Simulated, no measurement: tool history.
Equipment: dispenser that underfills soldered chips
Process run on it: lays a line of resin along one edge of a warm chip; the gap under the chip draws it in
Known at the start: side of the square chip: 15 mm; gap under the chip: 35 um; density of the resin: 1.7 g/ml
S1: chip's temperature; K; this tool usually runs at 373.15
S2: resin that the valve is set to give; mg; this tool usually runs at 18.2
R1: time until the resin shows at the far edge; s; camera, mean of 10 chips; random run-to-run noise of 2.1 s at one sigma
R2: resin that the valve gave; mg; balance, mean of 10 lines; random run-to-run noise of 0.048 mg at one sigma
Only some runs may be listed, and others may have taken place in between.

{"run": 1, "hour": 0.0, "S1": 373.15, "S2": 18.2, "R1": 251.1, "R2": 18.11}
{"hour": 5.6, "done": "new syringe of resin"}
{"run": 2, "hour": 10.1, "S1": 373.15, "S2": 18.2, "R1": 232.7, "R2": 18.16}
{"hour": 17.3, "done": "new syringe of resin"}
{"run": 3, "hour": 17.8, "S1": 378.15, "S2": 18.2, "R1": 180, "R2": 18.04}
{"hour": 28.5, "done": "new syringe of resin"}
{"run": 4, "hour": 32.5, "S1": 378.15, "S2": 18.2, "R1": 204.1, "R2": 18}
{"run": 5, "hour": 38.5, "S1": 378.15, "S2": 18.2, "R1": 250.4, "R2": 17.93}
{"hour": 39.9, "done": "new syringe of resin"}
{"hour": 51.0, "done": "new syringe of resin"}
{"run": 6, "hour": 52.9, "S1": 378.15, "S2": 18.2, "R1": 190.1, "R2": 17.87}
{"run": 7, "hour": 59.6, "S1": 368.15, "S2": 18.2, "R1": 306.2, "R2": 17.78}
{"hour": 63.0, "done": "new syringe of resin"}
{"run": 8, "hour": 70.1, "S1": 368.15, "S2": 18.2, "R1": 290.2, "R2": 17.73}
{"hour": 74.9, "done": "new syringe of resin"}
{"run": 9, "hour": 80.0, "S1": 368.15, "S2": 18.2, "R1": 277.4, "R2": 17.65}
{"hour": 86.3, "done": "new syringe of resin"}
{"run": 10, "hour": 88.1, "S1": 368.15, "S2": 18.2, "R1": 247.3, "R2": 17.63}
{"run": 11, "hour": 94.7, "S1": 377.15, "S2": 21, "R1": 236.3, "R2": 20.32}
{"hour": 98.1, "done": "new syringe of resin"}
{"run": 12, "hour": 101.4, "S1": 382.15, "S2": 23.2, "R1": 172, "R2": 22.31}
{"hour": 109.4, "done": "new syringe of resin"}
{"run": 13, "hour": 116.0, "S1": 369.15, "S2": 22.3, "R1": 270.6, "R2": 21.35}
{"hour": 121.0, "done": "new syringe of resin"}
{"run": 14, "hour": 124.3, "S1": 379.15, "S2": 23, "R1": 183.7, "R2": 22.08}
{"run": 15, "hour": 130.9, "S1": 373.15, "S2": 15.9, "R1": 298.5, "R2": 15.15}
{"hour": 132.3, "done": "new syringe of resin"}
{"run": 16, "hour": 138.5, "S1": 361.15, "S2": 22.5, "R1": 324.2, "R2": 21.42}
{"hour": 144.1, "done": "new syringe of resin"}
{"run": 17, "hour": 150.8, "S1": 361.15, "S2": 22.5, "R1": 328.8, "R2": 21.33}
{"hour": 155.8, "done": "new syringe of resin"}
{"run": 18, "hour": 158.4, "S1": 361.15, "S2": 22.5, "R1": 295.6, "R2": 21.29}
{"hour": 167.5, "done": "new syringe of resin"}
{"run": 19, "hour": 167.9, "S1": 362.15, "S2": 21.5, "R1": 257.2, "R2": 20.13}

Here are 4 independent what-if runs from the current tool condition. What would each one return?
{"hour": 173.5, "done": "dispensing valve cleaned and set on the balance"}
{"hour": 179.8, "done": "new syringe of resin"}
{"run": "A", "hour": 181.9, "S1": 386.15, "S2": 23.6, "R1": "?", "R2": "?"}
{"hour": 173.5, "done": "dispensing valve cleaned and set on the balance"}
{"hour": 179.8, "done": "new syringe of resin"}
{"run": "B", "hour": 181.9, "S1": 380.15, "S2": 15.7, "R1": "?", "R2": "?"}
{"hour": 173.5, "done": "dispensing valve cleaned and set on the balance"}
{"hour": 179.8, "done": "new syringe of resin"}
{"run": "C", "hour": 181.9, "S1": 370.15, "S2": 21.5, "R1": "?", "R2": "?"}
{"hour": 173.5, "done": "dispensing valve cleaned and set on the balance"}
{"hour": 179.8, "done": "new syringe of resin"}
{"run": "D", "hour": 181.9, "S1": 373.15, "S2": 16.8, "R1": "?", "R2": "?"}

run=A R1=149.6 R2=23.43
run=B R1=192.8 R2=15.61
run=C R1=224.2 R2=21.38
run=D R1=216.5 R2=16.8
Take away the tool's hidden state, keep each run's random variation, and the runs would have read:
run=A R1=145.8 R2=23.52
run=B R1=187.9 R2=15.68
run=C R1=219.3 R2=21.47
run=D R1=211.4 R2=16.87

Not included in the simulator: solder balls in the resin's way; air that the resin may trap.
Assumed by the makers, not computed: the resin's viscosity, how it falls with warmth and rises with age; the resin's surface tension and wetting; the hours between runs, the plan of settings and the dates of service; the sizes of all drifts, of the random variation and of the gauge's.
